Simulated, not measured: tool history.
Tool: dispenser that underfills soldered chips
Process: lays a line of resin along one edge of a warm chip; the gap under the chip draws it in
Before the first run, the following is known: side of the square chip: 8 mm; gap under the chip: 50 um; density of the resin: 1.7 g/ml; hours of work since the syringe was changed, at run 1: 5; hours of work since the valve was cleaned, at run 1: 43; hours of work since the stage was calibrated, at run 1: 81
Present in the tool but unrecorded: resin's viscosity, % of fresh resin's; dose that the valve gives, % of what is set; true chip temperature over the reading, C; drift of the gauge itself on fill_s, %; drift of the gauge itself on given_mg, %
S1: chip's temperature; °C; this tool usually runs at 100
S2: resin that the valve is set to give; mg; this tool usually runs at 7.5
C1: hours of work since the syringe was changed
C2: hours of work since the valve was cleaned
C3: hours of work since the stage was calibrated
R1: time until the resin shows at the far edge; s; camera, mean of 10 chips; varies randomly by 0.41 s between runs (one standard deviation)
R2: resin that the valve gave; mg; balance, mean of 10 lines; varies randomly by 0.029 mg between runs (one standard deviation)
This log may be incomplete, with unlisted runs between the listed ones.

{"run": 1, "hour": 0.0, "S1": 100, "S2": 7.5, "C1": 5, "C2": 43, "C3": 81, "R1": 36.8, "R2": 7.2}
{"run": 2, "hour": 5.1, "S1": 100, "S2": 7.54, "C1": 9, "C2": 48, "C3": 85, "R1": 43.3, "R2": 7.21}
{"hour": 6.9, "done": "new syringe of resin"}
{"run": 3, "hour": 11.0, "S1": 100, "S2": 7.54, "C1": 3, "C2": 52, "C3": 90, "R1": 33.1, "R2": 7.18}
{"hour": 20.2, "done": "new syringe of resin"}
{"run": 4, "hour": 20.2, "S1": 100, "S2": 7.54, "C1": 0, "C2": 59, "C3": 97, "R1": 28.3, "R2": 7.09}
{"run": 5, "hour": 24.1, "S1": 100, "S2": 6.74, "C1": 3, "C2": 62, "C3": 100, "R1": 33.5, "R2": 6.34}
{"run": 6, "hour": 29.1, "S1": 100, "S2": 6.74, "C1": 7, "C2": 66, "C3": 104, "R1": 40.5, "R2": 6.35}
{"hour": 33.7, "done": "new syringe of resin"}
{"run": 7, "hour": 35.9, "S1": 100, "S2": 6.62, "C1": 2, "C2": 71, "C3": 109, "R1": 32.9, "R2": 6.22}
{"run": 8, "hour": 43.3, "S1": 100, "S2": 8.38, "C1": 8, "C2": 77, "C3": 115, "R1": 38.7, "R2": 7.86}
{"hour": 46.8, "done": "new syringe of resin"}
{"run": 9, "hour": 48.9, "S1": 100, "S2": 8.38, "C1": 2, "C2": 81, "C3": 119, "R1": 30.5, "R2": 7.8}
{"run": 10, "hour": 57.8, "S1": 100, "S2": 8.38, "C1": 9, "C2": 89, "C3": 126, "R1": 40.7, "R2": 7.72}
{"hour": 60.5, "done": "new syringe of resin"}
{"run": 11, "hour": 65.4, "S1": 100, "S2": 8.38, "C1": 4, "C2": 94, "C3": 132, "R1": 31.6, "R2": 7.68}
{"hour": 71.4, "done": "dispensing valve cleaned and set on the balance"}
{"run": 12, "hour": 72.8, "S1": 100, "S2": 8.38, "C1": 9, "C2": 1, "C3": 137, "R1": 39.6, "R2": 8.46}
{"hour": 74.9, "done": "new syringe of resin"}
{"run": 13, "hour": 78.4, "S1": 100, "S2": 6.95, "C1": 3, "C2": 5, "C3": 141, "R1": 33.2, "R2": 6.97}
{"run": 14, "hour": 85.1, "S1": 103, "S2": 7.94, "C1": 8, "C2": 11, "C3": 147, "R1": 37.5, "R2": 7.85}
{"hour": 88.2, "done": "new syringe of resin"}
{"run": 15, "hour": 90.3, "S1": 103, "S2": 7.94, "C1": 2, "C2": 15, "C3": 150, "R1": 27.2, "R2": 7.88}
{"run": 16, "hour": 95.3, "S1": 88, "S2": 7.94, "C1": 6, "C2": 19, "C3": 154, "R1": 48.2, "R2": 7.85}
{"hour": 101.6, "done": "new syringe of resin"}
{"run": 17, "hour": 102.7, "S1": 100, "S2": 8.07, "C1": 1, "C2": 24, "C3": 160, "R1": 28.3, "R2": 7.94}
{"run": 18, "hour": 111.7, "S1": 100, "S2": 8.07, "C1": 8, "C2": 31, "C3": 167, "R1": 39, "R2": 7.9}
{"hour": 115.0, "done": "new syringe of resin"}
{"run": 19, "hour": 115.7, "S1": 114, "S2": 8, "C1": 1, "C2": 34, "C3": 170, "R1": 20.1, "R2": 7.79}
{"run": 20, "hour": 121.2, "S1": 114, "S2": 8, "C1": 5, "C2": 39, "C3": 175, "R1": 25.3, "R2": 7.81}
{"run": 21, "hour": 126.0, "S1": 114, "S2": 8, "C1": 9, "C2": 42, "C3": 178, "R1": 28.8, "R2": 7.74}
{"hour": 128.5, "done": "new syringe of resin"}
{"run": 22, "hour": 134.1, "S1": 114, "S2": 8, "C1": 5, "C2": 49, "C3": 185, "R1": 24.6, "R2": 7.72}
{"run": 23, "hour": 139.3, "S1": 89, "S2": 7.54, "C1": 9, "C2": 53, "C3": 189, "R1": 55.5, "R2": 7.19}
{"hour": 141.9, "done": "new syringe of resin"}
{"run": 24, "hour": 147.6, "S1": 105, "S2": 8.92, "C1": 5, "C2": 59, "C3": 195, "R1": 29.4, "R2": 8.47}
{"hour": 155.6, "done": "new syringe of resin"}
{"run": 25, "hour": 155.6, "S1": 105, "S2": 8.92, "C1": 0, "C2": 65, "C3": 201, "R1": 24, "R2": 8.42}

Branching from run 25: 4 alternative next runs. What would each branch give?
{"run": "A", "hour": 163.8, "S1": 105, "S2": 8.91, "C1": 7, "C2": 72, "C3": 208, "R1": "?", "R2": "?"}
{"run": "B", "hour": 163.8, "S1": 114, "S2": 9.27, "C1": 7, "C2": 72, "C3": 208, "R1": "?", "R2": "?"}
{"run": "C", "hour": 163.8, "S1": 98, "S2": 7.5, "C1": 7, "C2": 72, "C3": 208, "R1": "?", "R2": "?"}
{"run": "D", "hour": 163.8, "S1": 103, "S2": 8.92, "C1": 7, "C2": 72, "C3": 208, "R1": "?", "R2": "?"}

run=A R1=32.9 R2=8.41
run=B R1=26.8 R2=8.71
run=C R1=40.6 R2=7.06
run=D R1=34.2 R2=8.44
Without the tool's unlogged condition, the same runs would have read:
run=A R1=24.4 R2=8.94
run=B R1=20 R2=9.26
run=C R1=29.8 R2=7.51
run=D R1=25.4 R2=8.97
